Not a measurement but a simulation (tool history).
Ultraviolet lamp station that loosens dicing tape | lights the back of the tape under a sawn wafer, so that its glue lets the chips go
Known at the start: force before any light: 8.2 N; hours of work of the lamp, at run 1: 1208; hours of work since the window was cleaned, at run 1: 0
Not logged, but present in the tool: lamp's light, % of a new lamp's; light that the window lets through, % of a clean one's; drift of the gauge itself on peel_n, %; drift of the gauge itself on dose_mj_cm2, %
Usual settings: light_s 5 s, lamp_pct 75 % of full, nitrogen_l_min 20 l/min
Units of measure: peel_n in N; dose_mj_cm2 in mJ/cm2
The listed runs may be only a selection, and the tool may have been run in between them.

run,hour,light_s,lamp_pct,nitrogen_l_min,hours of work of the lamp,hours of work since the window was cleaned,peel_n,dose_mj_cm2
1,0.0,5,75,20,1208,0,0.446,330
2,80.5,5,75,20,1270,62,0.506,329
3,164.5,5,75,20,1335,127,0.523,317
4,251.1,5,75,18,1402,193,0.603,310
5,311.5,5,75,18,1448,240,0.617,301
6,356.2,5,84,20,1483,274,0.465,330
7,433.6,5,84,20,1542,334,0.473,330
8,514.7,2,75,11,1605,396,3.517,114
# hour 532.2: lamp changed
9,579.4,2,75,11,36,446,2.658,145
# hour 594.5: window cleaned of glue's vapour
10,659.0,9,69,20,97,50,0.182,654
11,701.4,3,94,26,130,82,0.522,294
12,752.6,3,94,26,169,122,0.531,291
13,795.9,3,94,26,203,155,0.533,289
14,859.3,3,75,20,252,204,1.007,224

Had the tool no unlogged condition, and each run kept its random variation, what would the results have been?
run,peel_n,dose_mj_cm2
1,0.290,408
2,0.315,414
3,0.306,410
4,0.332,412
5,0.326,410
6,0.252,455
7,0.246,463
8,2.384,164
9,2.347,161
10,0.179,675
11,0.477,307
12,0.469,308
13,0.458,310
14,0.849,245
